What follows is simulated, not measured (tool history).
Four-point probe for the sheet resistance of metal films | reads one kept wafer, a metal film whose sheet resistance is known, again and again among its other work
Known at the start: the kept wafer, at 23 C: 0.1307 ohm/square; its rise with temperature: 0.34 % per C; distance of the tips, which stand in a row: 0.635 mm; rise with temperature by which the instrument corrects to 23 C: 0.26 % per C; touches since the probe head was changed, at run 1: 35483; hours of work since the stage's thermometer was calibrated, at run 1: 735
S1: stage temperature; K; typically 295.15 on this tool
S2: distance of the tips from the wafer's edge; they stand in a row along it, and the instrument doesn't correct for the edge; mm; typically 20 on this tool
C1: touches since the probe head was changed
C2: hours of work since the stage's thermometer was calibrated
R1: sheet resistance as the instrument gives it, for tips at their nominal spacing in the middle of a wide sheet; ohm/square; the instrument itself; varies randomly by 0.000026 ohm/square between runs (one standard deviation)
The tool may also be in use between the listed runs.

run 1 hour=0.0 | S1=295.15 S2=20 | C1=35483 C2=735 | R1=0.130513
run 2 hour=28.8 | S1=295.15 S2=20 | C1=36415 C2=753 | R1=0.130549
run 3 hour=53.4 | S1=295.15 S2=20 | C1=37210 C2=769 | R1=0.130452
run 4 hour=76.2 | S1=296.15 S2=20 | C1=37947 C2=783 | R1=0.130579
run 5 hour=96.2 | S1=296.15 S2=20 | C1=38593 C2=796 | R1=0.130659
run 6 hour=113.8 | S1=296.15 S2=20 | C1=39165 C2=807 | R1=0.130663
run 7 hour=137.7 | S1=296.15 S2=20 | C1=39936 C2=823 | R1=0.130685
run 8 hour=152.1 | S1=296.15 S2=20 | C1=40401 C2=832 | R1=0.130634
run 9 hour=167.4 | S1=295.15 S2=45 | C1=40896 C2=842 | R1=0.130452
run 10 hour=187.8 | S1=295.15 S2=5 | C1=41555 C2=855 | R1=0.131618
run 11 hour=218.6 | S1=307.15 S2=5 | C1=42554 C2=875 | R1=0.132808
-- hour=221.0 stage's thermometer calibrated
run 12 hour=232.6 | S1=307.15 S2=5 | C1=42988 C2=7 | R1=0.132844
run 13 hour=255.6 | S1=301.15 S2=4 | C1=43734 C2=22 | R1=0.132812
run 14 hour=270.5 | S1=301.15 S2=4 | C1=44214 C2=32 | R1=0.132881
run 15 hour=297.4 | S1=301.15 S2=4 | C1=45084 C2=49 | R1=0.132865
run 16 hour=317.7 | S1=295.15 S2=37 | C1=45742 C2=62 | R1=0.130530
run 17 hour=341.1 | S1=295.15 S2=37 | C1=46498 C2=77 | R1=0.130515

Below, some changes in R1 between adjacent runs. For each, the amount present without the hidden state too (settings, incoming material, random variation) and the amount remaining for the hidden state with gauge scatter not shared by both compared results:
Unlogged tool condition in this case: inner tips' distance over the nominal, %; tips' flats over new ones', %; wafer's true temperature over the reading, C; drift of the gauge itself on sheet_ohm, %.
Run 10 -> 11: S1 295.15 -> 307.15. R1 +0.001190 ohm/square: hidden state +0.000012, all else +0.001178.
Run 15 -> 16: S1 301.15 -> 295.15, S2 4 -> 37. R1 -0.002335 ohm/square: hidden state +0.000003, all else -0.002338.
